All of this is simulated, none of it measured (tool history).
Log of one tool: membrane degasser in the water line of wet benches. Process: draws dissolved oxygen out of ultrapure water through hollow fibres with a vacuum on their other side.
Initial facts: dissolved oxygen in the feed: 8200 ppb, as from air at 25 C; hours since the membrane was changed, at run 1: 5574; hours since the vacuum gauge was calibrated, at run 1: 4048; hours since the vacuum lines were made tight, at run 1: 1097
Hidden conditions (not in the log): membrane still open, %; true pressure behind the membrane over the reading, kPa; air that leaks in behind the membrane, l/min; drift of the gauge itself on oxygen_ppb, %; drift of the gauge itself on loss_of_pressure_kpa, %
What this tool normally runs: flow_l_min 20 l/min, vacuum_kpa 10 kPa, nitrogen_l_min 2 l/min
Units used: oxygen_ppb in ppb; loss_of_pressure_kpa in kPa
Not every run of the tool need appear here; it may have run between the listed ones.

run,hour,flow_l_min,vacuum_kpa,nitrogen_l_min,hours since the membrane was changed,hours since the vacuum gauge was calibrated,hours since the vacuum lines were made tight,oxygen_ppb,loss_of_pressure_kpa
1,0,20,10,2,5574,4048,1097,162.5,67.62
2,257.3,20,10,0.92,5831,4305,1354,324.2,67.75
# hour 342.9: vacuum gauge calibrated
3,493.1,20,9.1,2,6067,150,1589,146.4,67.22
4,633,20,12.2,2,6207,290,1729,215.4,67.36
5,950.3,20,12.2,2,6524,607,2047,214.7,68.17
6,1256.2,20,10,2,6830,913,2353,168.5,68.28
7,1572.8,20,22.7,2,7146,1230,2669,447.5,68.59
8,1845.9,20,10,2,7419,1503,2942,168.6,68.17
# hour 1948.6: vacuum gauge calibrated, once more
9,2092.7,20,10,1.74,7666,144,3189,184.3,68.81
10,2408.9,20,10,2.59,7982,460,3505,131.3,68.41
11,2694.3,20,7.6,2,8267,746,3790,109.3,69.05
12,2873.9,20,7.6,2,8447,925,3970,108.9,69.15
13,3043.6,20,7.6,2,8617,1095,4139,110.9,69.16
14,3362.8,20,7.6,2,8936,1414,4459,111.6,69.6
15,3643.6,20,7.6,2,9217,1695,4739,109,69.7
16,3939.2,20,10,1,9512,1991,5035,301.1,69.42
17,4187.9,20,10,4.28,9761,2239,5284,86,69.95
18,4405,16,13.9,2,9978,2456,5501,207.2,56.02
19,4596.6,29,13.9,5.59,10170,2648,5692,169.4,101.53
20,4759,21,24.2,2.04,10332,2810,5855,491.4,73.48
21,4912.9,20,6.2,1.48,10486,2964,6009,102.3,70.15
22,5153.8,21,18,3.29,10727,3205,6250,234.1,73.88
23,5406.9,21,18,3.29,10980,3458,6503,232.1,74.26
24,5610.4,20,16.4,5.38,11183,3662,6706,128.3,71.14
25,5835.1,20,16.4,5.38,11408,3886,6931,128.4,70.88
26,6008.1,16,21.6,1.15,11581,4059,7104,564.3,56.78
27,6290,15,18.4,4.54,11863,4341,7386,123.4,53.24
# hour 6335.6: vacuum gauge calibrated
28,6580.6,21,20.4,2.37,12153,245,7676,359.2,74.93
29,6890.8,20,10,1.71,12463,555,7986,191.8,71.75
30,7141.4,16,19.3,2,12714,806,8237,300.9,57.55
31,7330.7,16,19.3,2,12903,995,8426,304,57.46

Hidden state at the last listed run before each entry between runs and at the first one after, where it differs:
Between runs 2 and 3: vacuum gauge calibrated (hour 342.9)
  membrane still open, %: 95.4 -> 95.2; true pressure behind the membrane over the reading, kPa: 0.06 -> 0.09; air that leaks in behind the membrane, l/min: 0.0048 -> 0.0049
  what was measured, less what the result would be without the hidden state, oxygen_ppb: +4.7 -> +4.2 ppb; loss_of_pressure_kpa: +3.09 -> +3.21 kPa
Between runs 8 and 9: vacuum gauge calibrated, once more (hour 1948.6)
  membrane still open, %: 94.1 -> 93.9; true pressure behind the membrane over the reading, kPa: 0.11 -> -0.01; air that leaks in behind the membrane, l/min: 0.006 -> 0.0062
  what was measured, less what the result would be without the hidden state, oxygen_ppb: +5.5 -> +2.6 ppb; loss_of_pressure_kpa: +4.01 -> +4.17 kPa
Between runs 27 and 28: vacuum gauge calibrated (hour 6335.6)
  membrane still open, %: 90.6 -> 90.4; air that leaks in behind the membrane, l/min: 0.0098 -> 0.0101
  what was measured, less what the result would be without the hidden state, oxygen_ppb: +3.1 -> +8.9 ppb; loss_of_pressure_kpa: +5 -> +7.2 kPa
